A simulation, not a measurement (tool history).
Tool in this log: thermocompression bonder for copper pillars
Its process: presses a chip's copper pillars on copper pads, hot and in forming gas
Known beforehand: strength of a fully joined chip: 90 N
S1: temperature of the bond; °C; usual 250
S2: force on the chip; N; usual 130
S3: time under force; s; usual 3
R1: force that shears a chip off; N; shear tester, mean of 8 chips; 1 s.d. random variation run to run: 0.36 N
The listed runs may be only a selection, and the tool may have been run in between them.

run 1 day=0 | S1=250 S2=130 S3=3 | R1=33
run 2 day=1.433 | S1=250 S2=130 S3=3 | R1=32.6
run 3 day=2.425 | S1=250 S2=130 S3=3 | R1=32.6
run 4 day=4.333 | S1=250 S2=130 S3=3 | R1=34.4
run 5 day=6.333 | S1=248 S2=130 S3=3 | R1=32.7
run 6 day=7.5 | S1=248 S2=130 S3=3 | R1=32.6
run 7 day=8.55 | S1=248 S2=81 S3=3 | R1=18.8
run 8 day=10.196 | S1=248 S2=81 S3=3 | R1=19.1
run 9 day=11.654 | S1=248 S2=81 S3=3 | R1=19.3
run 10 day=13.179 | S1=248 S2=81 S3=3 | R1=20.2
run 11 day=14.579 | S1=248 S2=81 S3=3 | R1=20.1
run 12 day=15.629 | S1=252 S2=165 S3=6 | R1=55.3
run 13 day=17.125 | S1=273 S2=149 S3=5 | R1=57.6
run 14 day=18.979 | S1=250 S2=135 S3=3 | R1=34.6
run 15 day=19.85 | S1=236 S2=118 S3=3 | R1=24.1

The log once held 2 entries between its listed runs, left out of this copy. Where does each go, and what is different about the tool's unlogged condition between the listed run before it and the listed run after it?
Run 3 -> run 4: heater calibrated with a thermocouple chip (day 4.333)
  true temperature of the bond over the reading, C: -3.6 -> 0.4; force that reaches the chip, % of what is set: 95.9 -> 95.7; oxide that the forming gas leaves, % of the face: 3.2 -> 3.8
  measured less the result without the state, R1: -4.1 -> -2.5 N
Run 9 -> run 10: forming gas filter changed (day 13.075)
  true temperature of the bond over the reading, C: -0.2 -> -0.3; force that reaches the chip, % of what is set: 95 -> 94.8; oxide that the forming gas leaves, % of the face: 6.21 -> 0.6
  measured less the result without the state, R1: -2.5 -> -1.4 N
